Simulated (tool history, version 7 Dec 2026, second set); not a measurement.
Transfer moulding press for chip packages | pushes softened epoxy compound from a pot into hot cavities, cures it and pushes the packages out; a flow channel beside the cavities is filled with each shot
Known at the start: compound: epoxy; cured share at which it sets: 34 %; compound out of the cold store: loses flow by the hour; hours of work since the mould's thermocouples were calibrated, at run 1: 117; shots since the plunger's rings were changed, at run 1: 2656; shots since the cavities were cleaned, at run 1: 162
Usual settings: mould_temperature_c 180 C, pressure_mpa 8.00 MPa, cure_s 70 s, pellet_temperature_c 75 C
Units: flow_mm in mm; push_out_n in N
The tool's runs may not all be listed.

run     day  mould_temperature_c  pressure_mpa  cure_s  pellet_temperature_c  hours of work since the mould's thermocouples were calibrated  shots since the plunger's rings were changed  shots since the cavities were cleaned  incoming compound's hours out of the cold store  flow_mm  push_out_n
  1   0.000                  180          8.00      70                    75                                                            117                                          2656                                    162                                             34.8      699         691
      0.825  -- cavities cleaned with cleaning compound and waxed
  2   0.825                  178          8.00      70                    75                                                            129                                          2908                                      0                                             37.0      684         651
  3   1.808                  178          8.00      70                    75                                                            144                                          3234                                    326                                             31.1      717         889
      2.183  -- cavities cleaned with cleaning compound and waxed
  4   2.612                  178          8.00      70                    75                                                            155                                          3479                                    143                                             16.1      776         814
  5   3.275                  178          8.00      70                    75                                                            165                                          3698                                    362                                             47.8      639         856
      3.500  -- cavities cleaned with cleaning compound and waxed
  6   4.183                  180          7.20      70                    75                                                            178                                          3977                                    226                                             22.1      706         787
      4.850  -- cavities cleaned with cleaning compound and waxed
  7   5.108                  180          8.00      70                    75                                                            191                                          4262                                     85                                             47.7      631         658
  8   6.008                  180          8.00      70                    75                                                            205                                          4560                                    383                                             36.2      676         836
      6.158  -- cavities cleaned with cleaning compound and waxed
  9   6.888                  180          8.00      70                    75                                                            217                                          4830                                    241                                              8.9      792         838
      7.492  -- cavities cleaned with cleaning compound and waxed
 10   7.812                  180          8.00      70                    68                                                            230                                          5116                                    106                                             36.8      669         680
 11   8.588                  186          7.16      70                    77                                                            242                                          5372                                    362                                             13.1      712         687
      8.862  -- cavities cleaned with cleaning compound and waxed
 12   9.488                  180          8.00      75                    75                                                            254                                          5649                                    208                                             20.6      728         669
 13   9.942                  187          6.88      70                    83                                                            261                                          5798                                    357                                             35.2      604         613
     10.183  -- cavities cleaned with cleaning compound and waxed
 14  10.825                  172          9.35      83                    83                                                            274                                          6071                                    213                                             43.1      700         773
     11.550  -- cavities cleaned with cleaning compound and waxed
 15  11.612                  180          7.97      69                    75                                                            285                                          6309                                     19                                             15.5      740         671
 16  12.262                  180          7.97      69                    71                                                            295                                          6525                                    235                                             24.4      707         827
     12.792  -- plunger's sealing rings changed
     12.979  -- cavities cleaned with cleaning compound and waxed
 17  13.383                  184          8.00      98                    75                                                            309                                           175                                    133                                             34.5      717         464
 18  14.117                  180          8.00      70                    82                                                            320                                           418                                    376                                             41.5      697         749

3 ways to go on from here, each from the tool as it stands after run 18. What would each give?
     14.333  -- cavities cleaned with cleaning compound and waxed
  A  14.929                  181          7.91      70                    79                                                            332                                           665                                    197                                             47.8        ?           ?
     14.333  -- cavities cleaned with cleaning compound and waxed
  B  14.929                  174          7.27      75                    75                                                            332                                           665                                    197                                             47.7        ?           ?
     14.333  -- cavities cleaned with cleaning compound and waxed
  C  14.929                  181          8.00      58                    82                                                            332                                           665                                    197                                             28.9        ?           ?

run  flow_mm  push_out_n
  A      661         657
  B      644         842
  C      742        1030
Without the tool's hidden state the same runs would have given:
run  flow_mm  push_out_n
  A      668         542
  B      652         701
  C      750         862
